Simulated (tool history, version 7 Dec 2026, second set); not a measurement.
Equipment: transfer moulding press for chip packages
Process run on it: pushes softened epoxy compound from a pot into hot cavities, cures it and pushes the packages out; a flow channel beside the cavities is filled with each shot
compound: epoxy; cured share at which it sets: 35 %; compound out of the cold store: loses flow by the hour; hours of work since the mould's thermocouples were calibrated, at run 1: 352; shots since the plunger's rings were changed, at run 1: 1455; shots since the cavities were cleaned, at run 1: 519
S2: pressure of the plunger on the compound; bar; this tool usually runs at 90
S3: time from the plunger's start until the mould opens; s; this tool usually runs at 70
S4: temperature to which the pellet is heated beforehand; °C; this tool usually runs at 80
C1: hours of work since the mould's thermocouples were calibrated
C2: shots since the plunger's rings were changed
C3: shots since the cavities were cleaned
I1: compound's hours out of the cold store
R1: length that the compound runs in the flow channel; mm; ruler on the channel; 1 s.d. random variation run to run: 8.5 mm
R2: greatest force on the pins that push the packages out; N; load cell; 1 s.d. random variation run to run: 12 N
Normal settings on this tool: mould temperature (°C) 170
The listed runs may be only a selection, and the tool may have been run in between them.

Run 1, hour 0: usual settings; C1 352; C2 1455; C3 519; I1 32.6. Result: R1 935 mm, R2 934 N.
At hour 8.1: cavities cleaned with cleaning compound and waxed.
Run 2, hour 22.7: usual settings; C1 368; C2 1820; C3 251; I1 44.7. Result: R1 911 mm, R2 1223 N.
Run 3, hour 36.8: usual settings; C1 379; C2 2064; C3 495; I1 47.5. Result: R1 903 mm, R2 1204 N.
At hour 46.2: cavities cleaned with cleaning compound and waxed.
At hour 65.9: cavities cleaned with cleaning compound and waxed, once more.
Run 4, hour 65.9: usual settings but S3 81 s; C1 399; C2 2514; C3 0; I1 11.5. Result: R1 963 mm, R2 444 N.
Run 5, hour 81.9: usual settings but S3 81 s; C1 411; C2 2790; C3 276; I1 33.2. Result: R1 914 mm, R2 645 N.
At hour 104: cavities cleaned with cleaning compound and waxed.
Run 6, hour 104: usual settings but S3 81 s; C1 426; C2 3146; C3 0; I1 35.2. Result: R1 895 mm, R2 426 N.
Run 7, hour 128.4: usual settings but S3 81 s; C1 445; C2 3567; C3 421; I1 25.5. Result: R1 912 mm, R2 718 N.
At hour 143: cavities cleaned with cleaning compound and waxed.
Run 8, hour 152.8: usual settings but S3 81 s; C1 462; C2 3962; C3 170; I1 18.4. Result: R1 941 mm, R2 573 N.
Run 9, hour 172.5: usual settings but S3 97 s; C1 477; C2 4302; C3 510; I1 19.9. Result: R1 937 mm, R2 634 N.
At hour 181.3: cavities cleaned with cleaning compound and waxed.
At hour 190.5: plunger's sealing rings changed.
Run 10, hour 205.7: usual settings; C1 499; C2 263; C3 379; I1 11.4. Result: R1 1008 mm, R2 921 N.
Run 11, hour 219.5: usual settings but S4 84 °C; C1 509; C2 501; C3 617; I1 46.7. Result: R1 906 mm, R2 1005 N.
At hour 222.2: cavities cleaned with cleaning compound and waxed.
Run 12, hour 246.3: usual settings but S4 84 °C; C1 528; C2 937; C3 415; I1 21.2. Result: R1 980 mm, R2 933 N.
At hour 260.1: cavities cleaned with cleaning compound and waxed.
Run 13, hour 263.4: usual settings but S2 96.5 bar; C1 540; C2 1206; C3 57; I1 39.4. Result: R1 958 mm, R2 608 N.
Run 14, hour 290.6: usual settings but S2 96.5 bar; C1 561; C2 1675; C3 526; I1 18.2. Result: R1 1003 mm, R2 991 N.
At hour 298: cavities cleaned with cleaning compound and waxed.
Run 15, hour 312.2: usual settings but S2 96.5 bar; C1 576; C2 2022; C3 245; I1 32.4. Result: R1 967 mm, R2 791 N.
Run 16, hour 331.5: usual settings but S2 96.5 bar; C1 590; C2 2354; C3 577; I1 17.1. Result: R1 1005 mm, R2 1018 N.
At hour 336.7: cavities cleaned with cleaning compound and waxed.
Run 17, hour 360.7: usual settings but S2 96.5 bar; C1 611; C2 2833; C3 414; I1 37.3. Result: R1 935 mm, R2 900 N.
At hour 375.7: cavities cleaned with cleaning compound and waxed.
Run 18, hour 389.3: usual settings but S2 74.3 bar, S3 98 s, S4 70 °C; C1 632; C2 3300; C3 235; I1 22.8. Result: R1 838 mm, R2 533 N.
At hour 415.4: cavities cleaned with cleaning compound and waxed.
Run 19, hour 419.4: usual settings but mould temperature (°C) 162, S3 72 s, S4 78 °C; C1 653; C2 3793; C3 69; I1 42.5. Result: R1 912 mm, R2 1049 N.
Run 20, hour 445.4: usual settings but S2 90.8 bar, S3 80 s; C1 673; C2 4241; C3 517; I1 23.7. Result: R1 913 mm, R2 773 N.
At hour 455.6: cavities cleaned with cleaning compound and waxed.
At hour 466: plunger's sealing rings changed.
Run 21, hour 467.4: usual settings but S2 90.8 bar, S3 80 s; C1 686; C2 24; C3 160; I1 11.2. Result: R1 1037 mm, R2 579 N.
At hour 495.9: cavities cleaned with cleaning compound and waxed.
Run 22, hour 495.9: usual settings but S2 94.8 bar, S3 61 s, S4 71 °C; C1 707; C2 490; C3 0; I1 23.7. Result: R1 1001 mm, R2 868 N.
At hour 512.1: mould's thermocouples calibrated.
Run 23, hour 522.3: usual settings but mould temperature (°C) 166, S2 76.1 bar, S3 83 s, S4 87 °C; C1 8; C2 911; C3 421; I1 23.7. Result: R1 900 mm, R2 783 N.
At hour 536.9: cavities cleaned with cleaning compound and waxed.
Run 24, hour 552.9: usual settings but mould temperature (°C) 178, S3 93 s; C1 30; C2 1413; C3 277; I1 16.5. Result: R1 946 mm, R2 530 N.
At hour 575.4: cavities cleaned with cleaning compound and waxed.
Run 25, hour 576.1: usual settings but mould temperature (°C) 178, S3 93 s; C1 46; C2 1787; C3 12; I1 20.9. Result: R1 928 mm, R2 376 N.
Run 26, hour 591.8: usual settings but mould temperature (°C) 178, S3 93 s; C1 58; C2 2059; C3 284; I1 36.5. Result: R1 898 mm, R2 523 N.
Run 27, hour 603.8: usual settings but mould temperature (°C) 178, S3 93 s; C1 67; C2 2264; C3 489; I1 9.8. Result: R1 964 mm, R2 597 N.
At hour 614.2: cavities cleaned with cleaning compound and waxed.
Run 28, hour 628.6: usual settings but mould temperature (°C) 165, S4 83 °C; C1 84; C2 2666; C3 248; I1 30.9. Result: R1 941 mm, R2 1007 N.

Predict each of these 3 candidate next runs independently; none follows another, all start after run 28:
At hour 652.3: cavities cleaned with cleaning compound and waxed.
Run A, hour 652.6: usual settings but mould temperature (°C) 165, S2 75.6 bar, S4 78 °C; C1 101; C2 3054; C3 5; I1 37.1. Result: R1 ?, R2 ?.
At hour 652.3: cavities cleaned with cleaning compound and waxed.
Run B, hour 652.6: usual settings but mould temperature (°C) 163, S4 76 °C; C1 101; C2 3054; C3 5; I1 33.5. Result: R1 ?, R2 ?.
At hour 652.3: cavities cleaned with cleaning compound and waxed.
Run C, hour 652.6: usual settings but S3 51 s; C1 101; C2 3054; C3 5; I1 45. Result: R1 ?, R2 ?.

run   R1    R2
  A  829   787
  B  929   880
  C  870  1158
Without the tool's hidden state the same runs would have given:
run   R1    R2
  A  878   764
  B  983   854
  C  921  1123
